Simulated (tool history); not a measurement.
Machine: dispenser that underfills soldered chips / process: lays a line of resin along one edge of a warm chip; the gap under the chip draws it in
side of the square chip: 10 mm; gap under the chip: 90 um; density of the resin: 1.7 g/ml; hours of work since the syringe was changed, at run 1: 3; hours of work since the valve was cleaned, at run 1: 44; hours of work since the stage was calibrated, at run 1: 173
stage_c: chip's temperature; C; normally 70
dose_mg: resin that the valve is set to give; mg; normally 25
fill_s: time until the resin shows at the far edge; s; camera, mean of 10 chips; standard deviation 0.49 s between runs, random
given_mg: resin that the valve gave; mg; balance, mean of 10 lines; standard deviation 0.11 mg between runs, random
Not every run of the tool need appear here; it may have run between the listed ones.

run	hour	stage_c	dose_mg	hours of work since the syringe was changed	hours of work since the valve was cleaned	hours of work since the stage was calibrated	fill_s	given_mg
1	0	70	25	3	44	173	49.1	24.39
# hour 9.3: new syringe of resin
2	10.3	70	25	1	51	180	41.5	24.2
3	18.1	70	25	6	57	186	61.3	24.19
# hour 22.7: new syringe of resin
4	23.5	70	25	1	61	189	43.1	24.07
5	34	70	22.9	8	68	197	72.3	21.89
# hour 36.1: new syringe of resin
6	44.2	70	29.2	6	76	204	59.2	28.12
# hour 49.2: new syringe of resin
7	50.3	70	22.2	1	80	208	43.1	21.14
8	57.5	70	25	6	85	214	61.1	23.63
# hour 62.7: new syringe of resin
9	68.3	70	26.4	4	93	221	53.5	24.96
10	74.1	70	26.4	8	97	225	71.1	24.83
# hour 76.1: new syringe of resin
11	80.1	82	25	3	101	230	33.9	23.44
# hour 89.3: new syringe of resin
12	89.3	82	25	0	108	236	27.4	23.34
13	95.5	82	25	5	112	241	37.1	23.33
14	101.3	59	25.2	9	116	245	106.6	23.57
# hour 102.5: new syringe of resin
# hour 103.5: dispensing valve cleaned and set on the balance
15	113	82	27.9	7	7	252	42.4	27.75
# hour 116.9: new syringe of resin
16	121.8	56	27.7	4	13	259	83.3	27.32
# hour 130.3: new syringe of resin
17	132.2	79	23.3	1	20	266	34.1	22.79
18	140.3	79	23.3	7	26	272	50.3	23.08
# hour 143.7: new syringe of resin
19	152	79	23.3	6	35	280	46.8	22.75
# hour 156.9: new syringe of resin
20	157.2	79	23.3	0	38	284	31.9	22.88
21	168.1	74	23	8	46	292	63	22.52
# hour 170.3: new syringe of resin
22	175.6	74	22.2	4	51	297	47.9	21.48
23	181.9	65	22.2	8	56	302	88.6	21.5
# hour 183.5: new syringe of resin
24	192.9	61	23.7	7	64	309	90.6	22.84
# hour 196.4: new syringe of resin
25	198.7	70	25	2	68	313	47.2	24.09
26	204.3	70	25	6	72	317	61.6	23.92

Each row is a separate what-if for the run after 26, all from the same tool condition, not one after another. Results?
# hour 209.7: new syringe of resin
A	213.4	75	25.8	3	78	324	?	?
# hour 209.7: new syringe of resin
B	213.4	65	26.8	3	78	324	?	?
# hour 209.7: new syringe of resin
C	213.4	57	25	3	78	324	?	?
# hour 209.7: new syringe of resin
D	213.4	70	22.8	3	78	324	?	?

run	fill_s	given_mg
A	42.1	24.46
B	58.1	25.53
C	76.4	24
D	51	21.71
Had the tool no hidden state, the same runs would have come out as:
run	fill_s	given_mg
A	33.3	25.6
B	45.7	26.71
C	60	25.11
D	40.2	22.71

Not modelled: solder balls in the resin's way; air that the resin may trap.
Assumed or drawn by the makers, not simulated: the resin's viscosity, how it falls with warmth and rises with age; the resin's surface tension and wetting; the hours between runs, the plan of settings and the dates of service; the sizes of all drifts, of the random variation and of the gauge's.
